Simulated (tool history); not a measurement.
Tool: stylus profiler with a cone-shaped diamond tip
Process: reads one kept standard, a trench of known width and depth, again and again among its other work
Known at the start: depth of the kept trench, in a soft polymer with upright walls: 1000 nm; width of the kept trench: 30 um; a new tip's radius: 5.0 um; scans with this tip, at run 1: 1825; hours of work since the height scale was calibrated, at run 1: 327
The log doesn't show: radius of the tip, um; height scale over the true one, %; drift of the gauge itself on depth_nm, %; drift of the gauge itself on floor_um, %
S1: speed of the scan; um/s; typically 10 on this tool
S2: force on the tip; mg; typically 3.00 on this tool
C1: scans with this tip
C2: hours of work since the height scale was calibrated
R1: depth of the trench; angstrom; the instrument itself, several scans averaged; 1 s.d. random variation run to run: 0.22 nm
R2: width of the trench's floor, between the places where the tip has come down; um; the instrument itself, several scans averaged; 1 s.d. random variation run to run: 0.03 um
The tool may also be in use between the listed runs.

run	hour	S1	S2	C1	C2	R1	R2
1	0.0	10	3.00	1825	327	10090.6	23.63
2	20.1	10	3.00	1906	341	10086.8	23.65
3	33.1	10	3.00	1958	351	10093.2	23.61
4	60.0	10	3.00	2065	370	10091.1	23.63
5	83.3	10	3.00	2158	387	10093.5	23.63
6	97.9	10	3.00	2217	397	10088.1	23.58
7	128.1	10	3.00	2337	419	10090.2	23.60
8	154.7	10	3.00	2444	438	10089.0	23.54
9	182.9	10	3.00	2557	458	10089.8	23.53
10	202.9	10	3.00	2637	472	10098.5	23.56
11	225.8	10	3.00	2728	489	10095.5	23.55
12	243.8	10	3.00	2800	502	10097.5	23.54
13	270.7	13	3.00	2908	521	10094.4	23.48
14	289.6	3	3.00	2983	535	10096.6	23.55
15	302.9	10	3.00	3037	544	10095.9	23.52
16	325.2	10	3.00	3126	560	10098.5	23.46
17	353.2	10	3.00	3238	580	10095.3	23.43
18	367.2	26	2.43	3294	590	10086.8	23.37
19	379.3	22	6.24	3342	599	10148.4	23.47
20	399.8	2	3.39	3424	614	10106.0	23.44
21	417.8	6	7.17	3496	626	10157.2	23.45
22	442.9	38	1.22	3596	644	10067.9	23.34
23	464.0	6	1.05	3681	659	10062.5	23.40
24	482.7	6	1.05	3756	673	10066.3	23.39
25	496.2	23	5.11	3810	683	10133.8	23.44
26	514.3	2	7.36	3882	696	10164.8	23.41
27	538.5	2	7.36	3979	713	10164.0	23.36
28	562.2	2	7.36	4074	730	10161.5	23.42
29	586.9	6	3.00	4172	748	10103.8	23.38
30	602.5	18	5.84	4235	759	10149.5	23.28
31	618.0	2	3.63	4297	770	10114.4	23.41
32	633.7	16	2.45	4360	781	10097.6	23.27
33	662.4	11	3.00	4474	802	10112.1	23.30
34	685.3	3	2.18	4566	818	10095.0	23.35

Hidden state or all else? Some run-to-run changes of R1, split into what the settings, what came in and random variation would give without the hidden state, and what is left for the hidden state (with any gauge scatter that isn't in both results):
Run 6 -> 7: no setting changed, nothing entered. R1 +2.1 angstrom: hidden state +0.8, all else +1.3.
Run 7 -> 8: no setting changed, nothing entered. R1 -1.2 angstrom: hidden state +0.8, all else -2.0.
Run 12 -> 13: S1 10 -> 13. R1 -3.1 angstrom: hidden state +0.8, all else -3.9.
Run 18 -> 19: S1 26 -> 22, S2 2.43 -> 6.24. R1 +61.6 angstrom: hidden state +0.5, all else +61.1.
Run 21 -> 22: S1 6 -> 38, S2 7.17 -> 1.22. R1 -89.3 angstrom: hidden state +0.4, all else -89.7.
Run 24 -> 25: S1 6 -> 23, S2 1.05 -> 5.11. R1 +67.5 angstrom: hidden state +0.5, all else +67.0.
